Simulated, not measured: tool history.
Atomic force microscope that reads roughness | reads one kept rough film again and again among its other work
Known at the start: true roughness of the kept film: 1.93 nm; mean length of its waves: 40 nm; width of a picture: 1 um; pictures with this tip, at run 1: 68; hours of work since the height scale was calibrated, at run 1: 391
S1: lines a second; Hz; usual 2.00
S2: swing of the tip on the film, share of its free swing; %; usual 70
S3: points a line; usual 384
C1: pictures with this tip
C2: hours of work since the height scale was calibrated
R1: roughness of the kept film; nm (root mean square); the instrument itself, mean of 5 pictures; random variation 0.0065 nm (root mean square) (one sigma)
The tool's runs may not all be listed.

| run | day | S1 | S2 | S3 | C1 | C2 | R1 |
|---|---|---|---|---|---|---|---|
| 1 | 0.000 | 2.00 | 70 | 384 | 68 | 391 | 1.679 |
|  | 0.288 | new tip fitted |
| 2 | 0.404 | 2.00 | 70 | 384 | 7 | 398 | 1.716 |
| 3 | 1.242 | 2.00 | 70 | 579 | 57 | 413 | 1.699 |
|  | 1.733 | new tip fitted |
| 4 | 1.938 | 2.00 | 70 | 579 | 12 | 425 | 1.713 |
| 5 | 2.321 | 2.00 | 70 | 843 | 35 | 432 | 1.713 |
|  | 3.162 | new tip fitted |
| 6 | 3.179 | 2.00 | 70 | 384 | 1 | 447 | 1.734 |
| 7 | 3.829 | 2.00 | 70 | 384 | 40 | 459 | 1.706 |
| 8 | 4.346 | 0.77 | 63 | 447 | 71 | 468 | 1.803 |
|  | 4.467 | height scale calibrated on a step standard |
|  | 4.612 | new tip fitted |
| 9 | 4.938 | 0.77 | 63 | 447 | 19 | 8 | 1.837 |
| 10 | 5.375 | 1.09 | 61 | 447 | 46 | 16 | 1.804 |
|  | 6.046 | new tip fitted |
| 11 | 6.225 | 1.09 | 61 | 447 | 10 | 31 | 1.834 |
| 12 | 6.871 | 1.09 | 61 | 447 | 49 | 43 | 1.804 |

Measured less the same run without the tool's hidden state. The same run-to-run variation is in both; the gauge's scatter may not be:
The hidden state here: radius of the tip, nm; height scale over the true one, %; drift of the gauge itself on roughness_nm, %.
| run | R1 |
|---|---|
| 1 | -0.037 |
| 2 | -0.002 |
| 3 | -0.026 |
| 4 | -0.002 |
| 5 | -0.014 |
| 6 | +0.005 |
| 7 | -0.016 |
| 8 | -0.035 |
| 9 | -0.002 |
| 10 | -0.016 |
| 11 | +0.004 |
| 12 | -0.019 |
